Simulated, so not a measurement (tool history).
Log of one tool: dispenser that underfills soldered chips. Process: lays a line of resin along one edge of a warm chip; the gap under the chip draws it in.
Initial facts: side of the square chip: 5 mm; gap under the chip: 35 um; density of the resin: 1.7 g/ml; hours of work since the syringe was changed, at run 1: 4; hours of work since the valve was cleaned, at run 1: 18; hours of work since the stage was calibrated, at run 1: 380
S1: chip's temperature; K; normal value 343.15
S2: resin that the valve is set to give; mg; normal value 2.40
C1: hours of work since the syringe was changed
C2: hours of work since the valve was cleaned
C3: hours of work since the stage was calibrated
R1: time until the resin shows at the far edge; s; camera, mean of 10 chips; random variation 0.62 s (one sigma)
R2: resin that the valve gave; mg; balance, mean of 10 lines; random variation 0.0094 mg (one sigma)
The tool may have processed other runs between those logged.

run   hour      S1    S2  C1  C2   C3    R1     R2
  1    0.0  343.15  2.40   4  18  380  70.9  2.355
       8.2  -- new syringe of resin
  2    8.2  343.15  2.40   0  24  385  51.8  2.338
  3   19.1  343.15  3.04   7  31  392  86.8  2.952
      22.8  -- new syringe of resin
  4   26.5  343.15  3.04   2  36  397  58.6  2.931
  5   33.8  343.15  2.40   7  41  402  85.5  2.291
      37.2  -- new syringe of resin
      39.5  -- dispensing valve cleaned and set on the balance
  6   44.1  351.15  2.40   4   3  408  49.1  2.401
      53.6  -- new syringe of resin
  7   58.9  351.15  2.40   4  13  418  45.8  2.365
      68.3  -- new syringe of resin
  8   72.8  351.15  2.40   3  22  427  43.8  2.351
      82.7  -- new syringe of resin
  9   82.9  351.15  2.40   0  29  434  36.4  2.331
 10   89.1  352.15  2.22   4  33  438  48.5  2.158
      97.1  -- new syringe of resin
 11  103.7  336.15  2.77   4  42  448  91.3  2.656

Alternative continuations, all from the tool just after run 11; predict every row:
     107.1  -- dispensing valve cleaned and set on the balance
     112.4  -- new syringe of resin
  A  119.2  346.15  2.77   5   8  457   ?   ?
     107.1  -- dispensing valve cleaned and set on the balance
     112.4  -- new syringe of resin
  B  119.2  338.15  2.80   5   8  457   ?   ?
     107.1  -- dispensing valve cleaned and set on the balance
     112.4  -- new syringe of resin
  C  119.2  333.15  2.51   5   8  457   ?   ?
     107.1  -- dispensing valve cleaned and set on the balance
     112.4  -- new syringe of resin
  D  119.2  343.15  2.14   5   8  457   ?   ?

run     R1     R2
  A   59.0  2.748
  B   83.8  2.775
  C  105.5  2.482
  D   69.7  2.121
Stripped of hidden state, with their random variation kept, the same runs would have yielded:
run    R1     R2
  A  46.7  2.774
  B  66.6  2.801
  C  84.0  2.505
  D  55.1  2.141

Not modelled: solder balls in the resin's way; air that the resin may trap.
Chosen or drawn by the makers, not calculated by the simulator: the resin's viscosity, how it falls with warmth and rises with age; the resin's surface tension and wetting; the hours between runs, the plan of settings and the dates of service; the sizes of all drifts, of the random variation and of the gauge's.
